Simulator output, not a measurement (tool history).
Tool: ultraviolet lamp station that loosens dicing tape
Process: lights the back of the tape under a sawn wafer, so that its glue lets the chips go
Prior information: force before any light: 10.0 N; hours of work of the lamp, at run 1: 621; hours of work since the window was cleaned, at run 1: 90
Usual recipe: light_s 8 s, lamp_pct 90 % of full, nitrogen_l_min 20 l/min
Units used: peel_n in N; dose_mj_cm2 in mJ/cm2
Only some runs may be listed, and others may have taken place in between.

run	hour	light_s	lamp_pct	nitrogen_l_min	hours of work of the lamp	hours of work since the window was cleaned	peel_n	dose_mj_cm2
1	0	8	90	20	621	90	2.095	270
2	23.7	8	90	20	635	104	2.13	269
3	47.7	8	90	20	649	118	2.122	260
4	68.4	8	90	20	661	130	2.131	255
5	91.1	8	90	20	675	144	2.146	251
6	118.8	8	90	20	691	160	2.398	242
7	144.8	8	90	20	706	175	2.427	243
8	172.1	8	90	20	722	191	2.436	233
9	188.4	8	90	20	732	201	2.553	235
10	208.6	8	90	20	744	213	2.572	227
11	231.1	8	90	20	757	226	2.598	221
12	242.9	8	90	20	764	233	2.62	223
13	260.6	8	90	20	774	243	2.718	217
14	275.5	8	90	20	783	252	2.81	215
15	302.9	8	90	10	799	268	3.618	212
# hour 324.8: lamp changed
16	325.6	8	90	10	0	281	1.772	357
17	341	8	90	22	10	290	1.198	351
18	353.9	8	90	22	17	298	1.152	349
19	371.5	8	90	22	27	308	1.24	345
20	392.1	8	90	22	40	320	1.265	340
# hour 407: window cleaned of glue's vapour
21	412.9	8	90	20	52	3	0.989	398
22	439.7	8	90	20	67	19	0.977	395
23	455.2	8	90	20	76	28	1.034	392
24	472.6	8	90	20	87	39	1.057	386
25	498.4	8	90	20	102	54	1.039	384
26	518.9	7	90	15	114	66	1.688	332
27	545.5	7	69	27	130	81	2.031	247
28	564.7	8	68	11	141	93	2.524	279
29	576	12	90	19	148	99	0.461	541
30	590.1	12	90	19	156	108	0.483	540
31	604.3	12	90	19	164	116	0.516	537
32	625.8	7	75	10	177	129	2.875	257
33	641	7	75	10	186	138	2.981	255
34	653.7	7	64	10	193	145	3.45	214
35	670	12	90	16	203	155	0.64	519
36	683.7	12	90	16	211	163	0.67	501
37	696.6	5	90	20	218	170	2.907	205
38	719.2	5	90	20	232	184	2.911	202
39	740.5	5	94	8	244	196	3.827	209
40	763.9	13	94	8	258	210	0.911	546
41	787.4	11	90	20	272	224	0.807	434
42	810.5	8	84	11	285	237	2.399	292

Hidden state or all else? Some run-to-run changes of peel_n, split into what the settings, what came in and random variation would give without the hidden state, and what is left for the hidden state (with any gauge scatter that isn't in both results):
The hidden state here: lamp's light, % of a new lamp's; light that the window lets through, % of a clean one's; drift of the gauge itself on peel_n, %; drift of the gauge itself on dose_mj_cm2, %.
Run 15 -> 16: lamp changed. peel_n -1.846 N: hidden state -1.817, all else -0.029.
Run 31 -> 32: light_s 12 -> 7, lamp_pct 90 -> 75, nitrogen_l_min 19 -> 10. peel_n +2.359 N: hidden state +0.444, all else +1.915.
Run 34 -> 35: light_s 7 -> 12, lamp_pct 64 -> 90, nitrogen_l_min 10 -> 16. peel_n -2.81 N: hidden state -0.446, all else -2.364.
Run 39 -> 40: light_s 5 -> 13. peel_n -2.916 N: hidden state -0.505, all else -2.411.
Run 41 -> 42: light_s 11 -> 8, lamp_pct 90 -> 84, nitrogen_l_min 20 -> 11. peel_n +1.592 N: hidden state +0.534, all else +1.058.
